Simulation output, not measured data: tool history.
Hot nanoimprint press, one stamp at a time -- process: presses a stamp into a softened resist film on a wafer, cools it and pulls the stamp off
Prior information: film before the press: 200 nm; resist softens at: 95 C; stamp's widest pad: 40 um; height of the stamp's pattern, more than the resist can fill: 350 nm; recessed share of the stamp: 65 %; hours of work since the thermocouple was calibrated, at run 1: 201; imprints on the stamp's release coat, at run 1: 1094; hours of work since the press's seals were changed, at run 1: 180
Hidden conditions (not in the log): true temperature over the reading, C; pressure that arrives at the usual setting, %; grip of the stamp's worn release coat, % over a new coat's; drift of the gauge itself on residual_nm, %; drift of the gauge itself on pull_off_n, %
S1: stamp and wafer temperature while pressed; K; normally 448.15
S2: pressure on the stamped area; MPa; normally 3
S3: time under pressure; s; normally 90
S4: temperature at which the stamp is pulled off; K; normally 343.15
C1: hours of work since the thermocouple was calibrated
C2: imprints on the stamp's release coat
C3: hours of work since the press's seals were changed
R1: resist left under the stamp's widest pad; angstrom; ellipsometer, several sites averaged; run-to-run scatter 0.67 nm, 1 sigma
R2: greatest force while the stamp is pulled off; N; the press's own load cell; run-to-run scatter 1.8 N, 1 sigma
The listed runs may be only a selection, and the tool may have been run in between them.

run 1 hour=0 | S1=448.15 S2=3 S3=90 S4=343.15 | C1=201 C2=1094 C3=180 | R1=945 R2=224
run 2 hour=6.8 | S1=448.15 S2=3 S3=90 S4=343.15 | C1=204 C2=1110 C3=183 | R1=934 R2=226
run 3 hour=13.1 | S1=448.15 S2=3 S3=85 S4=343.15 | C1=207 C2=1124 C3=186 | R1=950 R2=226
run 4 hour=21.9 | S1=448.15 S2=3 S3=85 S4=343.15 | C1=211 C2=1144 C3=190 | R1=953 R2=227
run 5 hour=27.3 | S1=448.15 S2=3 S3=85 S4=343.15 | C1=214 C2=1157 C3=192 | R1=969 R2=227
run 6 hour=37.8 | S1=448.15 S2=3 S3=85 S4=343.15 | C1=218 C2=1181 C3=197 | R1=969 R2=228
run 7 hour=46.8 | S1=448.15 S2=3 S3=90 S4=339.15 | C1=223 C2=1201 C3=202 | R1=936 R2=231
run 8 hour=51.7 | S1=448.15 S2=3 S3=90 S4=339.15 | C1=225 C2=1213 C3=204 | R1=942 R2=233
run 9 hour=57.1 | S1=448.15 S2=3 S3=90 S4=343.15 | C1=228 C2=1225 C3=206 | R1=946 R2=223
run 10 hour=65.2 | S1=442.15 S2=3 S3=90 S4=343.15 | C1=231 C2=1244 C3=210 | R1=1161 R2=228
run 11 hour=74.8 | S1=454.15 S2=3 S3=90 S4=343.15 | C1=236 C2=1266 C3=215 | R1=773 R2=226
run 12 hour=84.2 | S1=454.15 S2=3 S3=90 S4=343.15 | C1=240 C2=1287 C3=219 | R1=762 R2=227
run 13 hour=91.7 | S1=454.15 S2=3 S3=90 S4=343.15 | C1=244 C2=1304 C3=223 | R1=765 R2=230
run 14 hour=101.2 | S1=454.15 S2=3 S3=90 S4=343.15 | C1=248 C2=1326 C3=227 | R1=757 R2=225
run 15 hour=105.9 | S1=454.15 S2=3 S3=90 S4=343.15 | C1=251 C2=1337 C3=229 | R1=755 R2=227
run 16 hour=115.1 | S1=458.15 S2=1.81 S3=144 S4=336.15 | C1=255 C2=1358 C3=234 | R1=773 R2=237
run 17 hour=122 | S1=456.15 S2=3.01 S3=84 S4=334.15 | C1=258 C2=1374 C3=237 | R1=733 R2=238
run 18 hour=126.7 | S1=448.15 S2=2.02 S3=90 S4=341.15 | C1=260 C2=1385 C3=239 | R1=1166 R2=235
run 19 hour=137 | S1=448.15 S2=4.55 S3=90 S4=334.15 | C1=265 C2=1408 C3=244 | R1=742 R2=242
run 20 hour=142.7 | S1=448.15 S2=4.55 S3=90 S4=334.15 | C1=268 C2=1421 C3=247 | R1=753 R2=242
run 21 hour=149.1 | S1=448.15 S2=4.55 S3=90 S4=334.15 | C1=271 C2=1436 C3=250 | R1=748 R2=241
run 22 hour=156.4 | S1=448.15 S2=4.55 S3=90 S4=334.15 | C1=274 C2=1453 C3=253 | R1=755 R2=239
run 23 hour=163.3 | S1=448.15 S2=4.04 S3=90 S4=343.15 | C1=278 C2=1469 C3=256 | R1=797 R2=233
run 24 hour=171.3 | S1=448.15 S2=4.04 S3=90 S4=343.15 | C1=281 C2=1487 C3=260 | R1=808 R2=234
run 25 hour=176.2 | S1=448.15 S2=4.04 S3=90 S4=339.15 | C1=284 C2=1498 C3=263 | R1=803 R2=238
run 26 hour=182.6 | S1=457.15 S2=1.92 S3=71 S4=343.15 | C1=287 C2=1513 C3=266 | R1=960 R2=230
run 27 hour=189.5 | S1=457.15 S2=1.92 S3=71 S4=343.15 | C1=290 C2=1529 C3=269 | R1=973 R2=232
run 28 hour=197 | S1=448.15 S2=1.85 S3=90 S4=342.15 | C1=293 C2=1546 C3=272 | R1=1221 R2=229
run 29 hour=202.3 | S1=443.15 S2=2.3 S3=52 S4=343.15 | C1=296 C2=1558 C3=275 | R1=1464 R2=231

What if the next run were any one of these 5? Each begins from the tool's condition after run 29:
run A hour=212 | S1=448.15 S2=2.38 S3=86 S4=343.15 | C1=300 C2=1580 C3=279 | R1=? R2=?
run B hour=212 | S1=448.15 S2=4.36 S3=90 S4=343.15 | C1=300 C2=1580 C3=279 | R1=? R2=?
run C hour=212 | S1=443.15 S2=2.73 S3=150 S4=333.15 | C1=300 C2=1580 C3=279 | R1=? R2=?
run D hour=212 | S1=448.15 S2=3 S3=90 S4=337.15 | C1=300 C2=1580 C3=279 | R1=? R2=?
run E hour=212 | S1=459.15 S2=2.4 S3=52 S4=343.15 | C1=300 C2=1580 C3=279 | R1=? R2=?

run=A R1=1091 R2=233
run=B R1=772 R2=230
run=C R1=1018 R2=248
run=D R1=973 R2=238
run=E R1=892 R2=236
Stripped of hidden state, with their random variation kept, the same runs would have yielded:
run=A R1=1032 R2=205
run=B R1=720 R2=203
run=C R1=956 R2=219
run=D R1=915 R2=210
run=E R1=845 R2=208
